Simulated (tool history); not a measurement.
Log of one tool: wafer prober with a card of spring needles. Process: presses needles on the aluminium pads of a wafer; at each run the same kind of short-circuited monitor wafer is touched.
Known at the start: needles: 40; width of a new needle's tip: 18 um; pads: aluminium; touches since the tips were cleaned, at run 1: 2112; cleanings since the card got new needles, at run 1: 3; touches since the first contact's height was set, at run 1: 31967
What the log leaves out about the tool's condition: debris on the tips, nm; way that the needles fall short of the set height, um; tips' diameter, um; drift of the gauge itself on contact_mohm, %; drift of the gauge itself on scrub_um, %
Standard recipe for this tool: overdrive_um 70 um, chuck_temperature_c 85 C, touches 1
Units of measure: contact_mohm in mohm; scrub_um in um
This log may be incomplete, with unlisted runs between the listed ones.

| run | hour | overdrive_um | chuck_temperature_c | touches | touches since the tips were cleaned | cleanings since the card got new needles | touches since the first contact's height was set | contact_mohm | scrub_um |
|---|---|---|---|---|---|---|---|---|---|
| 1 | 0 | 70 | 85 | 1 | 2112 | 3 | 31967 | 195 | 10.2 |
| 2 | 10.5 | 70 | 85 | 1 | 6362 | 3 | 36217 | 194 | 10.2 |
|  | 15.1 | tips cleaned on abrasive film |
| 3 | 26.5 | 70 | 85 | 1 | 4621 | 4 | 42677 | 193 | 10.19 |
|  | 34.9 | tips cleaned on abrasive film |
| 4 | 34.9 | 70 | 85 | 1 | 0 | 5 | 46034 | 197 | 10.18 |
| 5 | 43.4 | 70 | 85 | 1 | 3420 | 5 | 49454 | 197 | 10.22 |
|  | 54.8 | tips cleaned on abrasive film |
| 6 | 60.1 | 70 | 85 | 1 | 2150 | 6 | 56185 | 193 | 10.17 |
| 7 | 73.2 | 70 | 85 | 1 | 7470 | 6 | 61505 | 197 | 10.2 |
|  | 74.9 | tips cleaned on abrasive film |
| 8 | 86.2 | 70 | 122 | 1 | 4573 | 7 | 66715 | 201 | 10.18 |
|  | 95.7 | tips cleaned on abrasive film |
| 9 | 97.7 | 70 | 53 | 1 | 811 | 8 | 71336 | 189 | 10.18 |
| 10 | 114.6 | 70 | 53 | 2 | 7652 | 8 | 78177 | 190 | 10.19 |
|  | 115.9 | tips cleaned on abrasive film |
| 11 | 126.4 | 70 | 53 | 2 | 4263 | 9 | 82921 | 189 | 10.2 |
|  | 136 | tips cleaned on abrasive film |
| 12 | 138.5 | 70 | 39 | 2 | 988 | 10 | 87762 | 184 | 10.18 |
| 13 | 150.5 | 70 | 39 | 2 | 5861 | 10 | 92635 | 184 | 10.19 |

Run 14, settings as shown, results not yet in. Your forecast:
|  | 156 | tips cleaned on abrasive film |
| 14 | 158.9 | 79 | 85 | 1 | 1190 | 11 | 95998 | ? | ? |

Run 14 gave contact_mohm 190 mohm, scrub_um 11.51 um.
Without the tool's hidden state the same run would have given contact_mohm 190 mohm, scrub_um 11.51 um.
